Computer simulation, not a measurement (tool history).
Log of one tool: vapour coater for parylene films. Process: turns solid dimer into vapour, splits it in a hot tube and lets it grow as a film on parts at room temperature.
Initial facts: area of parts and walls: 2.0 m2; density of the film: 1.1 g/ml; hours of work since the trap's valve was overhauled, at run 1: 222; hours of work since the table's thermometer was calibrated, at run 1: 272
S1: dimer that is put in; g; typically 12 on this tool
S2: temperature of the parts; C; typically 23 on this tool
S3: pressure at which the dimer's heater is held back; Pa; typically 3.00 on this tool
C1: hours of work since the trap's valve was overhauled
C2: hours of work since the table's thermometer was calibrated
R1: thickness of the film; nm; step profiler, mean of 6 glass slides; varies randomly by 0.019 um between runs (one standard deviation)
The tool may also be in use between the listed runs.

Run 1, hour 0.0: usual settings; C1 222; C2 272. Result: R1 2630 nm.
Run 2, hour 12.7: usual settings but S2 19 C; C1 228; C2 277. Result: R1 2940 nm.
Run 3, hour 23.3: usual settings but S2 19 C; C1 232; C2 281. Result: R1 2940 nm.
Run 4, hour 38.5: usual settings but S1 18 g; C1 238; C2 288. Result: R1 3930 nm.
Run 5, hour 48.3: usual settings; C1 243; C2 292. Result: R1 2610 nm.
Run 6, hour 60.1: usual settings; C1 248; C2 297. Result: R1 2620 nm.
Run 7, hour 71.0: usual settings; C1 252; C2 301. Result: R1 2590 nm.
Run 8, hour 80.9: usual settings; C1 256; C2 306. Result: R1 2610 nm.
Run 9, hour 88.1: usual settings; C1 259; C2 309. Result: R1 2550 nm.
Run 10, hour 96.1: usual settings; C1 263; C2 312. Result: R1 2620 nm.
Run 11, hour 104.5: usual settings but S2 26 C, S3 2.65 Pa; C1 266; C2 315. Result: R1 2390 nm.
Run 12, hour 121.8: usual settings but S1 17 g, S3 6.43 Pa; C1 273; C2 323. Result: R1 3280 nm.
Run 13, hour 129.1: usual settings but S1 9 g, S2 18 C, S3 2.09 Pa; C1 277; C2 326. Result: R1 2350 nm.
Run 14, hour 146.0: usual settings but S1 9 g, S2 18 C, S3 2.09 Pa; C1 284; C2 333. Result: R1 2320 nm.
Run 15, hour 158.1: usual settings but S3 11.88 Pa; C1 289; C2 338. Result: R1 2060 nm.
Run 16, hour 168.0: usual settings but S1 14 g, S2 21 C, S3 7.72 Pa; C1 293; C2 342. Result: R1 2670 nm.
Run 17, hour 181.1: usual settings but S2 20 C; C1 298; C2 348. Result: R1 2790 nm.
Run 18, hour 197.6: usual settings but S1 6 g, S2 26 C, S3 3.30 Pa; C1 305; C2 355. Result: R1 1170 nm.

Consider 4 possible next runs. They are alternatives, not a sequence: every one starts from the tool as it was left by run 18. What does each give?
Run A, hour 205.0: usual settings but S1 6 g, S2 20 C, S3 5.34 Pa; C1 308; C2 358. Result: R1 ?.
Run B, hour 205.0: usual settings but S1 18 g, S2 26 C, S3 3.42 Pa; C1 308; C2 358. Result: R1 ?.
Run C, hour 205.0: usual settings but S1 6 g, S2 17 C, S3 3.07 Pa; C1 308; C2 358. Result: R1 ?.
Run D, hour 205.0: usual settings but S1 21 g, S2 27 C, S3 3.77 Pa; C1 308; C2 358. Result: R1 ?.

run    R1
  A  1280
  B  3400
  C  1500
  D  3790
Without the tool's unlogged condition, the same runs would have read:
run    R1
  A  1460
  B  3900
  C  1720
  D  4350
